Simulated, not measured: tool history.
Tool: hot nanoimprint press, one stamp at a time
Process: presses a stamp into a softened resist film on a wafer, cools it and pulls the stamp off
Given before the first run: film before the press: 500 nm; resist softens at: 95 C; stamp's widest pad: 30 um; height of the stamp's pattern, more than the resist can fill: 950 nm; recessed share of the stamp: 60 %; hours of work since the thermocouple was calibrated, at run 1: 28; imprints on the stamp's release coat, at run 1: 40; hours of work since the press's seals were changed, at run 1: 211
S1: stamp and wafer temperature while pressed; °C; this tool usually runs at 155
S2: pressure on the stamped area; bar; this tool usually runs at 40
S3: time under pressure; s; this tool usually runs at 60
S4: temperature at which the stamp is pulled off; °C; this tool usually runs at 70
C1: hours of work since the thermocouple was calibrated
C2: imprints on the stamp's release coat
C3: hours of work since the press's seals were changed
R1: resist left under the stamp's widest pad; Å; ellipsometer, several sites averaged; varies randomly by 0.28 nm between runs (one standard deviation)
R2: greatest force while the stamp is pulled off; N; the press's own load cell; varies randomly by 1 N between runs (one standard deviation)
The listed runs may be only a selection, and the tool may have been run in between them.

Run 1, hour 0: usual settings; C1 28; C2 40; C3 211. Result: R1 2666 Å, R2 92 N.
Run 2, hour 23.7: usual settings; C1 38; C2 100; C3 221. Result: R1 2661 Å, R2 91 N.
Run 3, hour 47.1: usual settings but S1 147 °C; C1 48; C2 158; C3 231. Result: R1 3357 Å, R2 92 N.
Run 4, hour 81.7: usual settings but S1 150 °C; C1 63; C2 245; C3 246. Result: R1 3088 Å, R2 93 N.
Run 5, hour 113.1: usual settings but S2 63.8 bar; C1 76; C2 323; C3 259. Result: R1 2213 Å, R2 92 N.
Run 6, hour 132.1: usual settings but S2 63.8 bar; C1 84; C2 371; C3 267. Result: R1 2211 Å, R2 92 N.
Run 7, hour 170.2: usual settings but S2 63.8 bar; C1 100; C2 466; C3 284. Result: R1 2212 Å, R2 93 N.
Run 8, hour 194.8: usual settings but S2 63.8 bar, S4 68 °C; C1 111; C2 527; C3 294. Result: R1 2213 Å, R2 97 N.
At hour 221.9: stamp cleaned and given a new release coat.
Run 9, hour 226.5: usual settings but S3 84 s; C1 121; C2 11; C3 305. Result: R1 2355 Å, R2 92 N.
Run 10, hour 252.2: usual settings but S3 84 s; C1 132; C2 76; C3 316. Result: R1 2354 Å, R2 91 N.
Run 11, hour 272.3: usual settings but S3 30 s; C1 141; C2 126; C3 324. Result: R1 3312 Å, R2 90 N.
Run 12, hour 293.5: usual settings; C1 150; C2 179; C3 333. Result: R1 2660 Å, R2 92 N.
Run 13, hour 327.8: usual settings but S3 31 s; C1 164; C2 265; C3 348. Result: R1 3284 Å, R2 93 N.
Run 14, hour 362.2: usual settings but S3 31 s; C1 179; C2 351; C3 363. Result: R1 3282 Å, R2 93 N.
Run 15, hour 391: usual settings but S3 31 s; C1 191; C2 422; C3 375. Result: R1 3279 Å, R2 91 N.
Run 16, hour 414.9: usual settings but S3 31 s; C1 201; C2 482; C3 385. Result: R1 3280 Å, R2 90 N.
Run 17, hour 443.7: usual settings but S3 31 s; C1 214; C2 554; C3 397. Result: R1 3290 Å, R2 91 N.
At hour 458.8: stamp cleaned and given a new release coat.
Run 18, hour 480.5: usual settings but S1 162 °C, S3 31 s; C1 227; C2 54; C3 410. Result: R1 2761 Å, R2 90 N.
Run 19, hour 503.2: usual settings but S1 156 °C, S2 24.9 bar, S3 105 s, S4 65 °C; C1 236; C2 111; C3 420. Result: R1 2539 Å, R2 103 N.
Run 20, hour 534: usual settings but S1 148 °C, S2 24.8 bar, S3 76 s, S4 77 °C; C1 249; C2 188; C3 433. Result: R1 3510 Å, R2 75 N.
Run 21, hour 558.2: usual settings but S1 154 °C, S2 55.4 bar, S3 42 s, S4 64 °C; C1 260; C2 248; C3 443. Result: R1 2750 Å, R2 107 N.
Run 22, hour 599.6: usual settings but S1 147 °C, S2 55.4 bar, S3 42 s, S4 64 °C; C1 277; C2 352; C3 461. Result: R1 3368 Å, R2 105 N.

What does the tool deliver on the next run?
Run 23, hour 636.6: usual settings but S1 147 °C, S2 55.4 bar, S3 42 s, S4 66 °C; C1 293; C2 444; C3 476. Result: R1 ?, R2 ?.

{"run 23": {"R1": 3358, "R2": 101}}
Take away the tool's hidden state, keep the run-to-run variation as it was, and the same run would have given R1 3359 Å, R2 101 N.

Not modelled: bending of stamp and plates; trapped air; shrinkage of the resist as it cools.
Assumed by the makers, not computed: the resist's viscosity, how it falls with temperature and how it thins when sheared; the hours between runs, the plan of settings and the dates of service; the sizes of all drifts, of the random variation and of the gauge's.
